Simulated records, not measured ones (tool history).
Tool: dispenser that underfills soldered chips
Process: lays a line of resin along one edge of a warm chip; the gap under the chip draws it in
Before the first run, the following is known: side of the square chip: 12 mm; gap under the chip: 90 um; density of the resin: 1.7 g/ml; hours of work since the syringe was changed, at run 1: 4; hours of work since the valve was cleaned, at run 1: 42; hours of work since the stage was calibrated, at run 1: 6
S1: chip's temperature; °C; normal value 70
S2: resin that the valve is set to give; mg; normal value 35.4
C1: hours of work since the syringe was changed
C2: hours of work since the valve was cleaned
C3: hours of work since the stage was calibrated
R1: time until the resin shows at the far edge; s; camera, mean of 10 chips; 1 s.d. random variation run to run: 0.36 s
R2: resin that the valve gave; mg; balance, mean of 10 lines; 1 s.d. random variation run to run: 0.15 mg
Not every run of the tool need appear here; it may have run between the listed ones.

Run 1, hour 0: usual settings; C1 4; C2 42; C3 6. Result: R1 27.5 s, R2 34.59 mg.
At hour 5.6: new syringe of resin.
Run 2, hour 11.7: usual settings; C1 4; C2 50; C3 13. Result: R1 28.1 s, R2 34.38 mg.
At hour 17.7: new syringe of resin.
Run 3, hour 27.2: usual settings but S2 43.5 mg; C1 6; C2 60; C3 23. Result: R1 33.1 s, R2 41.58 mg.
At hour 29.7: new syringe of resin.
Run 4, hour 40.2: usual settings; C1 7; C2 68; C3 31. Result: R1 35.7 s, R2 33.86 mg.
At hour 41.7: new syringe of resin.
At hour 53.2: new syringe of resin.
Run 5, hour 55.3: usual settings; C1 1; C2 78; C3 41. Result: R1 23.1 s, R2 33.6 mg.
At hour 64.2: new syringe of resin.
Run 6, hour 67.1: usual settings; C1 2; C2 85; C3 49. Result: R1 22.9 s, R2 33.16 mg.
At hour 70.5: dispensing valve cleaned and set on the balance.
At hour 77.1: new syringe of resin.
Run 7, hour 80.7: usual settings but S1 72 °C; C1 2; C2 7; C3 57. Result: R1 21.5 s, R2 35.25 mg.
At hour 88.2: new syringe of resin.
Run 8, hour 96.1: usual settings but S1 72 °C; C1 5; C2 16; C3 67. Result: R1 27.3 s, R2 34.92 mg.
At hour 99.9: new syringe of resin.
Run 9, hour 104.2: usual settings but S2 35.8 mg; C1 3; C2 22; C3 72. Result: R1 24.8 s, R2 35.4 mg.
At hour 111.4: new syringe of resin.
Run 10, hour 111.6: usual settings but S2 35.8 mg; C1 0; C2 26; C3 76. Result: R1 19.6 s, R2 35.08 mg.
Run 11, hour 121.1: usual settings but S2 35.8 mg; C1 6; C2 33; C3 83. Result: R1 32.9 s, R2 34.96 mg.
At hour 122.6: new syringe of resin.
At hour 134: new syringe of resin.
Run 12, hour 135.4: usual settings but S1 67 °C, S2 38.7 mg; C1 1; C2 42; C3 92. Result: R1 23.7 s, R2 37.89 mg.
Run 13, hour 142.3: usual settings but S1 83 °C; C1 5; C2 46; C3 96. Result: R1 16.8 s, R2 34.32 mg.
At hour 146.2: new syringe of resin.
At hour 157.4: new syringe of resin.
Run 14, hour 157.4: usual settings but S1 83 °C; C1 0; C2 56; C3 106. Result: R1 11 s, R2 33.89 mg.
Run 15, hour 167.9: usual settings but S1 83 °C; C1 7; C2 63; C3 113. Result: R1 19.9 s, R2 34.08 mg.
At hour 169.3: new syringe of resin.
At hour 180.6: new syringe of resin.
Run 16, hour 180.6: usual settings but S1 60 °C, S2 33.8 mg; C1 0; C2 71; C3 121. Result: R1 30.7 s, R2 32.32 mg.
At hour 193: new syringe of resin.
Run 17, hour 195: usual settings but S1 64 °C, S2 39.3 mg; C1 1; C2 80; C3 130. Result: R1 27.1 s, R2 37.29 mg.
At hour 204: new syringe of resin.
Run 18, hour 204: usual settings but S1 78 °C, S2 30.5 mg; C1 0; C2 86; C3 136. Result: R1 13.5 s, R2 28.6 mg.
At hour 207.1: dispensing valve cleaned and set on the balance.
Run 19, hour 211.9: usual settings but S1 78 °C, S2 30.5 mg; C1 5; C2 3; C3 140. Result: R1 19 s, R2 30.44 mg.
At hour 216.8: new syringe of resin.
At hour 228.2: new syringe of resin.
Run 20, hour 229.1: usual settings but S1 82 °C, S2 36.8 mg; C1 1; C2 14; C3 151. Result: R1 12.1 s, R2 36.34 mg.
At hour 239.9: new syringe of resin.
Run 21, hour 239.9: usual settings but S1 75 °C; C1 0; C2 21; C3 158. Result: R1 14.4 s, R2 34.74 mg.
Run 22, hour 248.5: usual settings but S1 84 °C, S2 44.2 mg; C1 6; C2 27; C3 164. Result: R1 15.6 s, R2 43.38 mg.

4 ways to go on from here, each from the tool as it stands after run 22. What would each give?
At hour 250.9: new syringe of resin.
Run A, hour 260.2: usual settings but S2 34.9 mg; C1 6; C2 34; C3 171. Result: R1 ?, R2 ?.
At hour 250.9: new syringe of resin.
Run B, hour 260.2: usual settings but S1 84 °C, S2 40.7 mg; C1 6; C2 34; C3 171. Result: R1 ?, R2 ?.
At hour 250.9: new syringe of resin.
Run C, hour 260.2: usual settings but S1 59 °C, S2 37.7 mg; C1 6; C2 34; C3 171. Result: R1 ?, R2 ?.
At hour 250.9: new syringe of resin.
Run D, hour 260.2: usual settings but S1 58 °C, S2 35.1 mg; C1 6; C2 34; C3 171. Result: R1 ?, R2 ?.

run    R1     R2
  A  31.3     34
  B  16.3  39.85
  C    52  36.54
  D  54.8  34.15
With the hidden condition removed and each run's random variation left untouched, the same runs would have given:
run    R1     R2
  A  19.3   34.9
  B  10.1  40.89
  C  32.4   37.5
  D  34.1  35.05
